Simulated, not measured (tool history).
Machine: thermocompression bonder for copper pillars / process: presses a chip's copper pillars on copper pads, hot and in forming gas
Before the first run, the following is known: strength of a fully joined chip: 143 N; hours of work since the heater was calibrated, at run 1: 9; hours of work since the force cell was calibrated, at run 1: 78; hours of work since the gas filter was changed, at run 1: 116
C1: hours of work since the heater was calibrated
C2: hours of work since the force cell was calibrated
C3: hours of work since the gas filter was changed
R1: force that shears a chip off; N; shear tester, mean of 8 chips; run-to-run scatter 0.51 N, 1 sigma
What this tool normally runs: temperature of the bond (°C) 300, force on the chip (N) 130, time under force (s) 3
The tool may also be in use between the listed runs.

run 1 hour=0.0 | temperature_of_the_bond_(°C)=300 force_on_the_chip_(N)=130 time_under_force_(s)=3 | C1=9 C2=78 C3=116 | R1=60.8
run 2 hour=27.9 | temperature_of_the_bond_(°C)=300 force_on_the_chip_(N)=130 time_under_force_(s)=3 | C1=30 C2=99 C3=137 | R1=60.1
-- hour=58.6 forming gas filter changed
run 3 hour=60.2 | temperature_of_the_bond_(°C)=300 force_on_the_chip_(N)=157 time_under_force_(s)=3 | C1=54 C2=123 C3=1 | R1=76.1
run 4 hour=91.4 | temperature_of_the_bond_(°C)=300 force_on_the_chip_(N)=130 time_under_force_(s)=3 | C1=77 C2=147 C3=25 | R1=64.6
run 5 hour=113.2 | temperature_of_the_bond_(°C)=300 force_on_the_chip_(N)=184 time_under_force_(s)=3 | C1=94 C2=163 C3=41 | R1=82.4
run 6 hour=146.0 | temperature_of_the_bond_(°C)=300 force_on_the_chip_(N)=130 time_under_force_(s)=3 | C1=119 C2=188 C3=66 | R1=63.7
run 7 hour=173.9 | temperature_of_the_bond_(°C)=300 force_on_the_chip_(N)=130 time_under_force_(s)=3 | C1=140 C2=209 C3=87 | R1=61.3
run 8 hour=206.6 | temperature_of_the_bond_(°C)=300 force_on_the_chip_(N)=95 time_under_force_(s)=3 | C1=164 C2=234 C3=112 | R1=46.1
run 9 hour=234.9 | temperature_of_the_bond_(°C)=300 force_on_the_chip_(N)=95 time_under_force_(s)=3 | C1=186 C2=255 C3=133 | R1=45.1
-- hour=268.1 forming gas filter changed
run 10 hour=268.1 | temperature_of_the_bond_(°C)=300 force_on_the_chip_(N)=130 time_under_force_(s)=3 | C1=210 C2=280 C3=0 | R1=65.7
run 11 hour=298.7 | temperature_of_the_bond_(°C)=300 force_on_the_chip_(N)=130 time_under_force_(s)=3 | C1=234 C2=303 C3=23 | R1=64.1
run 12 hour=324.6 | temperature_of_the_bond_(°C)=284 force_on_the_chip_(N)=130 time_under_force_(s)=3 | C1=253 C2=323 C3=43 | R1=49.7
run 13 hour=343.3 | temperature_of_the_bond_(°C)=284 force_on_the_chip_(N)=130 time_under_force_(s)=3 | C1=267 C2=337 C3=57 | R1=50.1
run 14 hour=362.7 | temperature_of_the_bond_(°C)=284 force_on_the_chip_(N)=130 time_under_force_(s)=3 | C1=282 C2=351 C3=71 | R1=49.7
run 15 hour=388.8 | temperature_of_the_bond_(°C)=284 force_on_the_chip_(N)=130 time_under_force_(s)=3 | C1=302 C2=371 C3=91 | R1=47.5
run 16 hour=417.7 | temperature_of_the_bond_(°C)=300 force_on_the_chip_(N)=108 time_under_force_(s)=3 | C1=323 C2=393 C3=113 | R1=51.6
run 17 hour=444.5 | temperature_of_the_bond_(°C)=300 force_on_the_chip_(N)=171 time_under_force_(s)=3 | C1=344 C2=413 C3=133 | R1=74.3
run 18 hour=466.8 | temperature_of_the_bond_(°C)=300 force_on_the_chip_(N)=171 time_under_force_(s)=3 | C1=360 C2=430 C3=150 | R1=72.3
-- hour=479.0 forming gas filter changed
run 19 hour=501.0 | temperature_of_the_bond_(°C)=300 force_on_the_chip_(N)=171 time_under_force_(s)=3 | C1=386 C2=455 C3=17 | R1=80.5
run 20 hour=526.8 | temperature_of_the_bond_(°C)=300 force_on_the_chip_(N)=130 time_under_force_(s)=3 | C1=405 C2=475 C3=36 | R1=63.1
run 21 hour=542.0 | temperature_of_the_bond_(°C)=325 force_on_the_chip_(N)=84 time_under_force_(s)=6 | C1=417 C2=486 C3=48 | R1=76.6

Predict the results of run 22:
run 22 hour=578.1 | temperature_of_the_bond_(°C)=277 force_on_the_chip_(N)=178 time_under_force_(s)=4 | C1=444 C2=514 C3=75 | R1=?

{"run 22": {"R1": 64.2}}
Were there no unlogged condition in the tool, this run, its random variation unchanged, would have produced R1 68.8 N.

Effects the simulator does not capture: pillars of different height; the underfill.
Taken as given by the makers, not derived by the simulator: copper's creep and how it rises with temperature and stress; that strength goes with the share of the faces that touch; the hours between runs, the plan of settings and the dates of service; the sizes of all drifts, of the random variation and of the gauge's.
